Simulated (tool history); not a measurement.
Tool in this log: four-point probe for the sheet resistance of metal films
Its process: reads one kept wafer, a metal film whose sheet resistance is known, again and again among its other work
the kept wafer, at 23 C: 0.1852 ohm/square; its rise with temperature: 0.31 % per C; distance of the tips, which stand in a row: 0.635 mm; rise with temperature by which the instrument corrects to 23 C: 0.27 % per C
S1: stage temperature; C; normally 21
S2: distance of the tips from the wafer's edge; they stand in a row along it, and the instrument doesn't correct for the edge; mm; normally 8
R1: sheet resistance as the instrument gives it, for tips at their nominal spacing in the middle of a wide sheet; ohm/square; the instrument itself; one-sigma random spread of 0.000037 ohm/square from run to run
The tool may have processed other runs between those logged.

| run | day | S1 | S2 | R1 |
|---|---|---|---|---|
| 1 | 0 | 21 | 8 | 0.187523 |
| 2 | 3.583 | 21 | 8 | 0.187471 |
| 3 | 9.125 | 21 | 8 | 0.187569 |
| 4 | 13.271 | 21 | 8 | 0.187705 |
| 5 | 17.767 | 21 | 8 | 0.187735 |
| 6 | 22.658 | 21 | 8 | 0.187785 |
| 7 | 26.454 | 21 | 8 | 0.187817 |
| 8 | 31.796 | 30 | 8 | 0.188434 |
| 9 | 37.404 | 21 | 51 | 0.187394 |
| 10 | 41.179 | 21 | 51 | 0.187474 |
| 11 | 44.942 | 20 | 51 | 0.187418 |
| 12 | 49.571 | 20 | 73 | 0.187463 |
| 13 | 52.588 | 26 | 73 | 0.187925 |
| 14 | 55.283 | 31 | 6 | 0.189418 |
| 15 | 59.279 | 19 | 19 | 0.187652 |
| 16 | 64.912 | 29 | 8 | 0.188969 |
| 17 | 70.567 | 29 | 8 | 0.186659 |
| 18 | 74.046 | 29 | 3 | 0.190542 |
| 19 | 78.946 | 29 | 3 | 0.190545 |
| 20 | 81.833 | 29 | 3 | 0.190549 |

Withheld: 1 entry from between the runs. Position of each, and hidden state at the listed run before versus the listed run after:
After run 16, before run 17: new probe head fitted (day 68.904)
  inner tips' distance over the nominal, %: 1.449 -> 0.322; tips' flats over new ones', %: 49 -> 1; wafer's true temperature over the reading, C: -0.38 -> -0.41
  the result without the hidden state subtracted from the measured one, R1: +0.002706 -> +0.000418 ohm/square
